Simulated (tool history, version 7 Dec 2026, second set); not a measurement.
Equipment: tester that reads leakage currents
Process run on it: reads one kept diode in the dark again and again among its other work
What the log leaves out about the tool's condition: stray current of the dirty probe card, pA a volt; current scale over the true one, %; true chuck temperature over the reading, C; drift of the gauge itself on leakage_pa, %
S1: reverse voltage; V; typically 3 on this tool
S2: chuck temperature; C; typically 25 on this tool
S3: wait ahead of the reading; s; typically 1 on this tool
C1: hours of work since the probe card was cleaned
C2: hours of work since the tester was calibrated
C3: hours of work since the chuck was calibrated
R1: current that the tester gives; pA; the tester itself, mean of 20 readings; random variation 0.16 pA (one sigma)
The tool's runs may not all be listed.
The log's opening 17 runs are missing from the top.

run	hour	S1	S2	S3	C1	C2	C3	R1
18	421.7	3	25	4.6	262	623	346	50.25
19	443.8	3	25	4.6	273	634	356	50.26
20	474.1	3	25	4.6	288	648	371	50.06
21	494	9.45	25	0.38	297	658	380	102.37
22	515.3	9.45	25	0.38	307	668	391	102.27
23	536.4	9.45	25	0.38	317	678	401	102.3
24	551.5	1.89	25	1	325	685	408	38.67
25	569.7	4.09	37	2.87	333	694	417	173.37
26	599.2	1.68	37	4.98	347	708	431	102.89
27	626.4	3.49	37	4.98	360	721	444	157.99
28	649.2	16.47	51	8.06	371	732	455	1208.37
29	666.6	6.35	25	2.07	380	740	463	78.09
30	685.8	1.98	30	2.07	389	749	472	62.26
31	713.4	2.66	25	1	402	763	485	47.28
32	736.8	13.64	39	1.77	413	774	497	414.69
33	764.1	7.12	31	1.52	426	787	510	142.61
34	794.2	7.12	31	1.52	441	801	524	143.37
35	822.3	7.12	31	1.52	454	815	538	143.17
36	841.5	1.05	25	1	463	824	547	27.43
37	857.4	1.05	25	1	471	831	554	27.63

Forecast each of these 4 alternatives for the next run:
A	877.4	2.04	25	1.86	480	841	564	?
B	877.4	3	25	2.69	480	841	564	?
C	877.4	5.98	25	1	480	841	564	?
D	877.4	18.94	27	7.56	480	841	564	?

run	R1
A	40.39
B	50.33
C	75.82
D	175.15
Take away the tool's hidden state, keep each run's random variation, and the runs would have read:
run	R1
A	40.35
B	50.28
C	75.75
D	174.96

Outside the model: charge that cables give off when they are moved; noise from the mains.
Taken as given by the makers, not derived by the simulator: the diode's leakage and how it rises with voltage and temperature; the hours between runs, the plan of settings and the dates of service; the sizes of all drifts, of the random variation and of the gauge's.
